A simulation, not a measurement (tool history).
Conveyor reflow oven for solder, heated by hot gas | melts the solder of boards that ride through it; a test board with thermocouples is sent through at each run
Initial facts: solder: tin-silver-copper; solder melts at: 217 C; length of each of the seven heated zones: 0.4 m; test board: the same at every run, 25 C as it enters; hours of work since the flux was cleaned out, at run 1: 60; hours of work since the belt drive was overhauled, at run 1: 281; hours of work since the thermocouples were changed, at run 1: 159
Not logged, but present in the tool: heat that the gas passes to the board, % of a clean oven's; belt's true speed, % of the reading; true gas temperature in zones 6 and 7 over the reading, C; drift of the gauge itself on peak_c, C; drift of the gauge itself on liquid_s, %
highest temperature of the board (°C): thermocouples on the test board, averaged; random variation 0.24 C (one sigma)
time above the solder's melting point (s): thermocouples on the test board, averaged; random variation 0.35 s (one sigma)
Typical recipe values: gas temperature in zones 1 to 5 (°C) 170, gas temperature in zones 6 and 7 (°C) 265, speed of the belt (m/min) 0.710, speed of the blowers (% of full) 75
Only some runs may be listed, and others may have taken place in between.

| run | hour | gas temperature in zones 1 to 5 (°C) | gas temperature in zones 6 and 7 (°C) | speed of the belt (m/min) | speed of the blowers (% of full) | hours of work since the flux was cleaned out | hours of work since the belt drive was overhauled | hours of work since the thermocouples were changed | highest temperature of the board (°C) | time above the solder's melting point (s) |
|---|---|---|---|---|---|---|---|---|---|---|
| 1 | 0.0 | 170 | 265 | 0.710 | 75 | 60 | 281 | 159 | 254.3 | 52.8 |
| 2 | 28.4 | 170 | 265 | 0.673 | 75 | 82 | 303 | 181 | 256.0 | 55.8 |
| 3 | 42.5 | 170 | 265 | 0.673 | 75 | 93 | 313 | 192 | 255.7 | 56.0 |
| 4 | 59.6 | 170 | 265 | 0.673 | 75 | 106 | 327 | 205 | 255.6 | 56.3 |
| 5 | 84.9 | 170 | 265 | 0.710 | 75 | 125 | 346 | 225 | 254.4 | 52.0 |
| 6 | 102.6 | 170 | 265 | 0.710 | 75 | 139 | 360 | 238 | 254.1 | 52.6 |
| 7 | 132.1 | 170 | 265 | 0.710 | 75 | 162 | 383 | 261 | 254.5 | 52.0 |
| 8 | 145.0 | 170 | 265 | 0.710 | 75 | 172 | 392 | 271 | 254.4 | 52.5 |
|  | 159.6 | flux residue cleaned out of gas plates and filters |
| 9 | 165.7 | 178 | 265 | 0.710 | 75 | 5 | 405 | 283 | 255.3 | 54.9 |
| 10 | 178.1 | 170 | 265 | 0.710 | 75 | 14 | 414 | 293 | 254.0 | 52.4 |
| 11 | 201.9 | 170 | 265 | 0.710 | 75 | 33 | 433 | 311 | 254.4 | 52.3 |
| 12 | 219.7 | 170 | 265 | 0.710 | 75 | 46 | 446 | 325 | 254.2 | 52.2 |
| 13 | 240.6 | 170 | 265 | 0.710 | 75 | 62 | 462 | 341 | 254.8 | 53.0 |
| 14 | 259.9 | 170 | 265 | 0.710 | 75 | 77 | 477 | 356 | 254.7 | 52.5 |
| 15 | 283.1 | 170 | 265 | 0.710 | 75 | 95 | 495 | 374 | 254.2 | 52.8 |
| 16 | 311.0 | 170 | 265 | 0.710 | 75 | 117 | 517 | 395 | 254.4 | 52.4 |
| 17 | 336.8 | 170 | 270 | 0.710 | 75 | 137 | 536 | 415 | 259.0 | 55.4 |
| 18 | 359.1 | 170 | 270 | 0.710 | 75 | 154 | 554 | 432 | 259.0 | 55.2 |
| 19 | 377.1 | 170 | 254 | 0.710 | 75 | 168 | 568 | 446 | 244.6 | 46.3 |
|  | 398.7 | flux residue cleaned out of gas plates and filters |
| 20 | 400.3 | 170 | 254 | 0.710 | 75 | 1 | 582 | 460 | 244.1 | 46.1 |
| 21 | 413.3 | 172 | 265 | 0.621 | 75 | 11 | 592 | 470 | 257.2 | 64.0 |
| 22 | 441.8 | 172 | 258 | 0.621 | 80 | 33 | 614 | 492 | 251.4 | 61.0 |
| 23 | 454.2 | 172 | 258 | 0.822 | 90 | 43 | 623 | 502 | 247.2 | 41.8 |
| 24 | 466.8 | 172 | 258 | 0.618 | 69 | 52 | 633 | 511 | 249.8 | 59.2 |
|  | 475.0 | thermocouples of zones 6 and 7 changed |
| 25 | 497.3 | 172 | 258 | 0.618 | 69 | 75 | 655 | 17 | 250.4 | 59.2 |
| 26 | 524.9 | 170 | 265 | 0.611 | 73 | 96 | 676 | 38 | 257.6 | 64.0 |
| 27 | 544.7 | 170 | 266 | 0.571 | 75 | 111 | 691 | 54 | 260.2 | 70.4 |
| 28 | 572.3 | 170 | 266 | 0.571 | 75 | 132 | 713 | 75 | 260.0 | 70.8 |
| 29 | 587.3 | 170 | 266 | 0.580 | 71 | 144 | 724 | 87 | 259.3 | 68.6 |
| 30 | 606.7 | 170 | 264 | 0.797 | 75 | 159 | 739 | 102 | 250.5 | 43.4 |
| 31 | 621.1 | 170 | 264 | 0.797 | 75 | 170 | 750 | 113 | 250.6 | 43.2 |

Alternative continuations, all from the tool just after run 31; predict every row:
|  | 638.4 | flux residue cleaned out of gas plates and filters |
| A | 638.4 | 170 | 279 | 0.710 | 75 | 0 | 760 | 122 | ? | ? |
|  | 638.4 | flux residue cleaned out of gas plates and filters |
| B | 638.4 | 168 | 265 | 0.641 | 52 | 0 | 760 | 122 | ? | ? |
|  | 638.4 | flux residue cleaned out of gas plates and filters |
| C | 638.4 | 162 | 273 | 0.627 | 75 | 0 | 760 | 122 | ? | ? |

| run | highest temperature of the board (°C) | time above the solder's melting point (s) |
|---|---|---|
| A | 267.6 | 58.3 |
| B | 251.0 | 54.5 |
| C | 264.3 | 62.9 |
Without the tool's hidden state the same runs would have given:
| run | highest temperature of the board (°C) | time above the solder's melting point (s) |
|---|---|---|
| A | 267.6 | 58.1 |
| B | 251.0 | 54.4 |
| C | 264.3 | 62.7 |
